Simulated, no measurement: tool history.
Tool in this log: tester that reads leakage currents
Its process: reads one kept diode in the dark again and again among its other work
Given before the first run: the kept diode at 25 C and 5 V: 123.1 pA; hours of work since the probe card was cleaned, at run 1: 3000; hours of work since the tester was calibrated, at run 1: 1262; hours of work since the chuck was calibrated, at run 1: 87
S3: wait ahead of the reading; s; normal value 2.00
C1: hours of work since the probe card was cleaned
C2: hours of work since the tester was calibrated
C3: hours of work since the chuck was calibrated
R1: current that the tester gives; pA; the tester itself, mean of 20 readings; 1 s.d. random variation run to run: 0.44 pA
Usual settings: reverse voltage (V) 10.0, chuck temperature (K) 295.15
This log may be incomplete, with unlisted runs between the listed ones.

run 1 hour=0.0 | reverse_voltage_(V)=10.0 chuck_temperature_(K)=295.15 S3=2.00 | C1=3000 C2=1262 C3=87 | R1=144.68
run 2 hour=78.7 | reverse_voltage_(V)=10.0 chuck_temperature_(K)=295.15 S3=2.00 | C1=3048 C2=1310 C3=135 | R1=145.12
run 3 hour=125.4 | reverse_voltage_(V)=10.0 chuck_temperature_(K)=295.15 S3=2.00 | C1=3077 C2=1339 C3=164 | R1=144.50
run 4 hour=179.5 | reverse_voltage_(V)=10.0 chuck_temperature_(K)=295.15 S3=2.00 | C1=3110 C2=1372 C3=197 | R1=144.88
run 5 hour=264.5 | reverse_voltage_(V)=10.0 chuck_temperature_(K)=295.15 S3=2.00 | C1=3163 C2=1425 C3=250 | R1=144.72
run 6 hour=325.3 | reverse_voltage_(V)=10.0 chuck_temperature_(K)=295.15 S3=2.00 | C1=3200 C2=1462 C3=287 | R1=144.74
run 7 hour=407.5 | reverse_voltage_(V)=10.0 chuck_temperature_(K)=295.15 S3=2.00 | C1=3251 C2=1513 C3=338 | R1=144.36
run 8 hour=459.2 | reverse_voltage_(V)=10.0 chuck_temperature_(K)=295.15 S3=2.00 | C1=3282 C2=1544 C3=370 | R1=144.11
run 9 hour=517.6 | reverse_voltage_(V)=10.0 chuck_temperature_(K)=295.15 S3=2.00 | C1=3318 C2=1580 C3=405 | R1=144.76
run 10 hour=596.1 | reverse_voltage_(V)=10.0 chuck_temperature_(K)=295.15 S3=2.00 | C1=3367 C2=1629 C3=454 | R1=144.36
run 11 hour=669.2 | reverse_voltage_(V)=10.0 chuck_temperature_(K)=295.15 S3=2.00 | C1=3412 C2=1674 C3=499 | R1=144.18
run 12 hour=747.8 | reverse_voltage_(V)=6.0 chuck_temperature_(K)=295.15 S3=2.00 | C1=3460 C2=1722 C3=547 | R1=108.90
run 13 hour=806.1 | reverse_voltage_(V)=6.0 chuck_temperature_(K)=295.15 S3=2.00 | C1=3496 C2=1758 C3=583 | R1=109.42
run 14 hour=845.8 | reverse_voltage_(V)=6.0 chuck_temperature_(K)=295.15 S3=2.00 | C1=3520 C2=1782 C3=607 | R1=109.34
run 15 hour=892.5 | reverse_voltage_(V)=6.0 chuck_temperature_(K)=295.15 S3=2.00 | C1=3549 C2=1811 C3=636 | R1=109.04
-- hour=917.5 chuck's temperature calibrated
run 16 hour=963.9 | reverse_voltage_(V)=10.0 chuck_temperature_(K)=295.15 S3=2.00 | C1=3592 C2=1854 C3=29 | R1=144.65
run 17 hour=1019.7 | reverse_voltage_(V)=10.0 chuck_temperature_(K)=295.15 S3=2.00 | C1=3626 C2=1888 C3=63 | R1=145.03
run 18 hour=1102.2 | reverse_voltage_(V)=10.0 chuck_temperature_(K)=295.15 S3=2.00 | C1=3677 C2=1939 C3=114 | R1=144.69
run 19 hour=1140.9 | reverse_voltage_(V)=1.2 chuck_temperature_(K)=299.15 S3=2.00 | C1=3701 C2=1963 C3=137 | R1=61.42
run 20 hour=1211.2 | reverse_voltage_(V)=1.0 chuck_temperature_(K)=295.15 S3=0.73 | C1=3744 C2=2006 C3=181 | R1=41.44
run 21 hour=1286.0 | reverse_voltage_(V)=4.6 chuck_temperature_(K)=295.15 S3=8.06 | C1=3790 C2=2052 C3=227 | R1=93.66
run 22 hour=1356.5 | reverse_voltage_(V)=1.6 chuck_temperature_(K)=295.15 S3=0.65 | C1=3833 C2=2095 C3=270 | R1=53.36
run 23 hour=1420.2 | reverse_voltage_(V)=1.6 chuck_temperature_(K)=295.15 S3=0.65 | C1=3872 C2=2134 C3=309 | R1=53.91
run 24 hour=1488.3 | reverse_voltage_(V)=1.6 chuck_temperature_(K)=295.15 S3=0.65 | C1=3914 C2=2176 C3=351 | R1=53.75

Predict the results of run 25:
run 25 hour=1542.2 | reverse_voltage_(V)=1.1 chuck_temperature_(K)=300.15 S3=2.00 | C1=3947 C2=2209 C3=384 | R1=?

R1: 63.06 pA
With no hidden state in the tool, this same run would have given R1 63.12 pA.
